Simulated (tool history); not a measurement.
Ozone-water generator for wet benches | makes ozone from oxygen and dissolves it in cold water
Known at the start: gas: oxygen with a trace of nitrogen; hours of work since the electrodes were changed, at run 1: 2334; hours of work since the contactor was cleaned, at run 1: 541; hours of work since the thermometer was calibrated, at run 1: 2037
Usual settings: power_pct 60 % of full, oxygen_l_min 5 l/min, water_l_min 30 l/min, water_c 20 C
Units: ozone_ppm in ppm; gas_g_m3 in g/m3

| run | hour | power_pct | oxygen_l_min | water_l_min | water_c | hours of work since the electrodes were changed | hours of work since the contactor was cleaned | hours of work since the thermometer was calibrated | ozone_ppm | gas_g_m3 |
|---|---|---|---|---|---|---|---|---|---|---|
| 1 | 0 | 60 | 5 | 30 | 20 | 2334 | 541 | 2037 | 15.5 | 178.4 |
| 2 | 53.4 | 60 | 8.75 | 30 | 20 | 2381 | 587 | 2083 | 16.8 | 140.3 |
| 3 | 116.8 | 60 | 8.75 | 30 | 20 | 2436 | 642 | 2138 | 16.6 | 139.1 |
| 4 | 187.4 | 97 | 5 | 30 | 20 | 2497 | 703 | 2199 | 19.1 | 224.8 |
| 5 | 225.4 | 60 | 5 | 22 | 20 | 2530 | 736 | 2232 | 19.9 | 177.3 |
| 6 | 274.6 | 60 | 5 | 22 | 20 | 2573 | 779 | 2275 | 19.7 | 175.5 |
| 7 | 344.8 | 60 | 5 | 30 | 20 | 2633 | 839 | 2336 | 15.3 | 175.9 |
| 8 | 390 | 60 | 5 | 30 | 20 | 2673 | 879 | 2375 | 15 | 175.3 |
| 9 | 449.8 | 59 | 5 | 30 | 20 | 2724 | 930 | 2427 | 14.9 | 173.1 |
| 10 | 503.1 | 55 | 5 | 30 | 20 | 2770 | 977 | 2473 | 14.6 | 168.6 |
| 11 | 569.3 | 76 | 5 | 30 | 20 | 2828 | 1034 | 2530 | 16.9 | 197.3 |
| 12 | 650.8 | 76 | 5 | 30 | 20 | 2899 | 1105 | 2601 | 16.7 | 196.9 |
| 13 | 689.6 | 68 | 3.03 | 42 | 21 | 2932 | 1138 | 2634 | 9.6 | 231.1 |
| 14 | 765.2 | 82 | 3.84 | 30 | 20 | 2998 | 1204 | 2700 | 16.4 | 227.4 |
| 15 | 801.5 | 44 | 6.56 | 48 | 23 | 3029 | 1235 | 2731 | 8.5 | 133.4 |
| 16 | 864.9 | 40 | 3.25 | 22 | 23 | 3084 | 1290 | 2786 | 14.2 | 172.4 |
| 17 | 940.4 | 95 | 4.6 | 24 | 24 | 3150 | 1356 | 2852 | 21 | 223.9 |
| 18 | 986.3 | 86 | 4.6 | 44 | 24 | 3189 | 1395 | 2892 | 11.4 | 212.9 |
| 19 | 1049.8 | 86 | 4.6 | 44 | 24 | 3244 | 1450 | 2947 | 11.2 | 211.6 |
| 20 | 1115.4 | 95 | 5 | 30 | 21 | 3301 | 1507 | 3004 | 17.9 | 216 |
| 21 | 1183.2 | 95 | 5 | 30 | 21 | 3360 | 1566 | 3062 | 18.1 | 214.9 |

Forecast each of these 4 alternatives for the next run:
| A | 1235.2 | 95 | 5 | 35 | 21 | 3405 | 1611 | 3107 | ? | ? |
| B | 1235.2 | 95 | 5 | 30 | 28 | 3405 | 1611 | 3107 | ? | ? |
| C | 1235.2 | 76 | 5 | 30 | 20 | 3405 | 1611 | 3107 | ? | ? |
| D | 1235.2 | 95 | 3.21 | 46 | 15 | 3405 | 1611 | 3107 | ? | ? |

| run | ozone_ppm | gas_g_m3 |
|---|---|---|
| A | 15.8 | 213.6 |
| B | 16.7 | 215.8 |
| C | 16.3 | 192.1 |
| D | 10.6 | 257.8 |
Without the tool's hidden state the same runs would have given:
| run | ozone_ppm | gas_g_m3 |
|---|---|---|
| A | 18.1 | 238.2 |
| B | 19.1 | 240.8 |
| C | 18.4 | 212.1 |
| D | 12.1 | 287.7 |

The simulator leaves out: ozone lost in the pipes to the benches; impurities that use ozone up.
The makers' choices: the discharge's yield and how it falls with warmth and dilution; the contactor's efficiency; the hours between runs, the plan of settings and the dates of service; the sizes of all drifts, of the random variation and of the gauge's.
